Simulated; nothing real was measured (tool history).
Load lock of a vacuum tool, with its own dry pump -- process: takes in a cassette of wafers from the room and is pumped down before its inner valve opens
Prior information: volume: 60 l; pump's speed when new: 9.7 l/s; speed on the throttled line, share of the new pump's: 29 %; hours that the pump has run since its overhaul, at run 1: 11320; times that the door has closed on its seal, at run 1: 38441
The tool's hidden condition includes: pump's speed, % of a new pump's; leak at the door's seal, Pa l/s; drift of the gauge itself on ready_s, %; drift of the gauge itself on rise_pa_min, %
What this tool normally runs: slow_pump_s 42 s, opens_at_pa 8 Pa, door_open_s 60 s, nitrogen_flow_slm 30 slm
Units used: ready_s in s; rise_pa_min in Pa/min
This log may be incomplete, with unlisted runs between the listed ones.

| run | hour | slow_pump_s | opens_at_pa | door_open_s | nitrogen_flow_slm | hours that the pump has run since its overhaul | times that the door has closed on its seal | incoming humidity of the room's air, % | ready_s | rise_pa_min |
|---|---|---|---|---|---|---|---|---|---|---|
| 1 | 0.0 | 42 | 8 | 60 | 30 | 11320 | 38441 | 45.2 | 94.5 | 0.706 |
| 2 | 635.7 | 42 | 8 | 60 | 30 | 11956 | 39340 | 44.7 | 92.4 | 0.756 |
| 3 | 1041.4 | 42 | 8 | 60 | 30 | 12362 | 39914 | 44.6 | 93.3 | 0.745 |
| 4 | 1438.8 | 42 | 8 | 60 | 30 | 12759 | 40476 | 45.1 | 94.8 | 0.770 |
| 5 | 1811.4 | 42 | 8 | 60 | 30 | 13132 | 41003 | 45.1 | 94.2 | 0.782 |
|  | 1948.9 | door's seal changed, seat wiped |
| 6 | 2414.9 | 42 | 8 | 60 | 12 | 13734 | 659 | 43.6 | 94.0 | 0.047 |
| 7 | 2838.2 | 42 | 8 | 60 | 30 | 14157 | 1258 | 46.3 | 95.0 | 0.037 |
| 8 | 3523.9 | 42 | 8 | 60 | 30 | 14843 | 2227 | 44.5 | 94.5 | 0.042 |
| 9 | 4188.0 | 42 | 8 | 60 | 24 | 15507 | 3166 | 43.5 | 94.3 | 0.045 |
| 10 | 4862.4 | 42 | 8 | 60 | 24 | 16181 | 4120 | 43.7 | 96.1 | 0.057 |
| 11 | 5513.2 | 30 | 8 | 60 | 24 | 16832 | 5040 | 48.4 | 88.3 | 0.074 |
| 12 | 5955.1 | 42 | 8 | 37 | 30 | 17274 | 5665 | 45.7 | 95.5 | 0.060 |
| 13 | 6258.0 | 42 | 8 | 37 | 30 | 17577 | 6093 | 45.7 | 96.3 | 0.067 |
| 14 | 6817.6 | 42 | 8 | 29 | 30 | 18136 | 6885 | 43.9 | 96.4 | 0.071 |
| 15 | 7433.0 | 42 | 8 | 29 | 30 | 18752 | 7755 | 46.2 | 96.0 | 0.077 |
| 16 | 7751.7 | 42 | 8 | 29 | 30 | 19070 | 8206 | 46.7 | 97.9 | 0.075 |
| 17 | 8152.9 | 42 | 8 | 29 | 30 | 19472 | 8773 | 45.8 | 97.7 | 0.088 |
| 18 | 8598.8 | 42 | 8 | 91 | 14 | 19917 | 9403 | 46.1 | 97.5 | 0.133 |
| 19 | 9166.5 | 35 | 8 | 60 | 30 | 20485 | 10206 | 47.9 | 92.9 | 0.116 |
| 20 | 9510.2 | 26 | 12 | 38 | 30 | 20829 | 10692 | 46.6 | 84.6 | 0.114 |
| 21 | 9937.1 | 26 | 12 | 32 | 30 | 21256 | 11296 | 42.5 | 84.5 | 0.116 |
| 22 | 10529.9 | 42 | 8 | 60 | 33 | 21849 | 12134 | 45.5 | 97.8 | 0.133 |
| 23 | 10952.2 | 42 | 8 | 60 | 33 | 22271 | 12731 | 45.1 | 99.5 | 0.142 |
| 24 | 11272.5 | 42 | 8 | 60 | 33 | 22591 | 13184 | 45.7 | 99.6 | 0.146 |
| 25 | 11819.0 | 43 | 9 | 28 | 30 | 23138 | 13957 | 42.7 | 98.9 | 0.143 |
| 26 | 12284.1 | 43 | 9 | 209 | 30 | 23603 | 14615 | 45.1 | 98.1 | 0.203 |
| 27 | 12578.7 | 42 | 8 | 80 | 30 | 23897 | 15031 | 41.7 | 98.8 | 0.178 |
| 28 | 13223.8 | 42 | 15 | 28 | 30 | 24542 | 15943 | 41.2 | 95.5 | 0.179 |
|  | 13296.0 | dry pump taken out, an overhauled one fitted |
| 29 | 13864.7 | 42 | 15 | 28 | 30 | 569 | 16841 | 44.9 | 86.0 | 0.186 |
| 30 | 14325.4 | 42 | 15 | 28 | 30 | 1029 | 17493 | 47.2 | 85.3 | 0.201 |
| 31 | 14630.2 | 29 | 14 | 28 | 22 | 1334 | 17924 | 47.1 | 75.4 | 0.211 |
| 32 | 15346.7 | 52 | 6 | 60 | 30 | 2051 | 18937 | 46.3 | 99.8 | 0.232 |
| 33 | 15647.7 | 34 | 10 | 32 | 30 | 2352 | 19362 | 43.5 | 83.3 | 0.231 |
| 34 | 16341.3 | 59 | 8 | 36 | 18 | 3045 | 20343 | 44.1 | 102.3 | 0.259 |

Below are 3 alternative next runs, each starting from the tool's condition after run 34. Predict each:
| A | 16735.0 | 59 | 8 | 36 | 6 | 3439 | 20900 | 45.6 | ? | ? |
| B | 16735.0 | 59 | 8 | 36 | 18 | 3439 | 20900 | 45.8 | ? | ? |
| C | 16735.0 | 62 | 6 | 36 | 18 | 3439 | 20900 | 45.9 | ? | ? |

| run | ready_s | rise_pa_min |
|---|---|---|
| A | 103.2 | 0.274 |
| B | 103.2 | 0.264 |
| C | 106.8 | 0.264 |
Had the tool no hidden state, the same runs would have come out as:
| run | ready_s | rise_pa_min |
|---|---|---|
| A | 101.0 | 0.040 |
| B | 101.1 | 0.026 |
| C | 104.6 | 0.027 |
